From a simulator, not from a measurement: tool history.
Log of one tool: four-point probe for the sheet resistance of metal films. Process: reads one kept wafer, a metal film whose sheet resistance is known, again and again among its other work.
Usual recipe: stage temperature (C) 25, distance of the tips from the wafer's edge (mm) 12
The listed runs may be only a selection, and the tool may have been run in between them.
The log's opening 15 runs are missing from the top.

run    hour  stage temperature (C)  distance of the tips from the wafer's edge (mm)  sheet resistance as the instrument gives it (ohm/square)
 16  1113.8                     25                                               12                                                  2.072419
 17  1161.4                     25                                               12                                                  2.071284
 18  1255.4                     25                                               12                                                  2.072108
 19  1354.1                     25                                               12                                                  2.071736
 20  1439.8                     25                                               12                                                  2.071903
 21  1507.3                     25                                               12                                                  2.071926
 22  1548.8                     25                                               12                                                  2.071855
 23    1626                     25                                               12                                                  2.071928
 24  1685.5                     25                                                5                                                  2.081276
 25  1757.2                     25                                                5                                                  2.080869
 26  1810.8                     34                                                5                                                  2.098461
 27  1899.7                     29                                                6                                                  2.085365
 28    1985                     29                                                6                                                  2.086025
 29  2057.9                     28                                                8                                                  2.079572
 30  2099.8                     28                                                8                                                  2.080033
 31    2157                     19                                                5                                                  2.068451
 32  2217.8                     19                                                5                                                  2.068759
 33  2318.3                     29                                               22                                                   2.07786
 34  2361.4                     29                                               22                                                  2.077728

For run 35, what comes out?
 35  2413.4                     21                                                4                                                         ?

{"run 35": {"sheet resistance as the instrument gives it (ohm/square)": 2.077611}}
Had the tool carried no hidden state, the very same run would have given sheet resistance as the instrument gives it (ohm/square) 2.083982.

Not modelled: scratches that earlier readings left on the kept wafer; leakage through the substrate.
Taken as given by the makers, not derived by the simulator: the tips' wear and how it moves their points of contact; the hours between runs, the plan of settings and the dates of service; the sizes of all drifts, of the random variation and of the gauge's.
